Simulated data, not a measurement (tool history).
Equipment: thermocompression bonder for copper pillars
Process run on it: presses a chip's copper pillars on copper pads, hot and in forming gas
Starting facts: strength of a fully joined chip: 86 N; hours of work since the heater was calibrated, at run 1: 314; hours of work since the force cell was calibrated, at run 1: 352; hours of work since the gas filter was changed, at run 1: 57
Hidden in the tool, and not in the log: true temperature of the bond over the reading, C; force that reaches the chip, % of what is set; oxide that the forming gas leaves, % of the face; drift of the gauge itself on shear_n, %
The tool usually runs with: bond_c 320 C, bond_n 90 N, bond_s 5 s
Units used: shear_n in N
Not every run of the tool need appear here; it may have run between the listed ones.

run	hour	bond_c	bond_n	bond_s	hours of work since the heater was calibrated	hours of work since the force cell was calibrated	hours of work since the gas filter was changed	shear_n
1	0	320	90	5	314	352	57	34.1
2	13.3	320	90	5	320	358	63	33.5
3	25	320	90	5	325	364	69	33.7
4	37.2	297	90	5	331	369	74	27.7
5	58	297	90	5	340	379	84	27.4
6	70.3	297	90	5	346	384	89	27.3
7	79.5	344	90	5	350	389	94	40.4
8	99.6	320	98	5	359	398	103	36.3
9	108.1	320	98	4	363	402	107	34.1
10	119.4	320	98	4	368	407	112	33.1
11	136.9	320	119	4	376	415	120	38.8
# hour 140.8: heater calibrated with a thermocouple chip
12	148.9	333	90	5	4	419	124	37
13	169.7	312	90	5	13	429	134	31.7
14	181.8	320	90	15	19	434	139	48.3
15	193.5	343	55	7	24	439	144	27
16	206.6	343	55	8	30	445	150	30.3
# hour 213.5: heater calibrated with a thermocouple chip, once more
17	222.8	320	129	5	4	452	157	45.2
18	240.1	320	58	7	12	460	165	24.9
19	254.1	320	58	7	18	466	171	24.1
20	267.6	320	58	7	25	472	177	24.3
21	281.4	320	58	7	31	478	183	24.1
22	300.7	309	58	5	40	487	192	20.3
23	314.7	330	59	6	46	494	199	25.2
24	329.8	330	59	6	53	500	205	25.6
25	339.9	330	59	6	57	505	210	24.5
26	358.8	303	125	7	66	514	219	43.1
27	367.8	303	125	7	70	518	223	42.8
28	377.8	303	125	7	75	522	227	42.2

5 options for the next run, each taken on its own from the tool as it stands now. Forecast them:
A	389.2	314	90	5	80	527	232	?
B	389.2	337	62	5	80	527	232	?
C	389.2	303	100	7	80	527	232	?
D	389.2	349	108	13	80	527	232	?
E	389.2	328	134	11	80	527	232	?

run	shear_n
A	31.9
B	26.5
C	35.8
D	60
E	60.8
With the hidden condition removed and each run's random variation left untouched, the same runs would have given:
run	shear_n
A	34.3
B	28.5
C	38.5
D	64.1
E	65

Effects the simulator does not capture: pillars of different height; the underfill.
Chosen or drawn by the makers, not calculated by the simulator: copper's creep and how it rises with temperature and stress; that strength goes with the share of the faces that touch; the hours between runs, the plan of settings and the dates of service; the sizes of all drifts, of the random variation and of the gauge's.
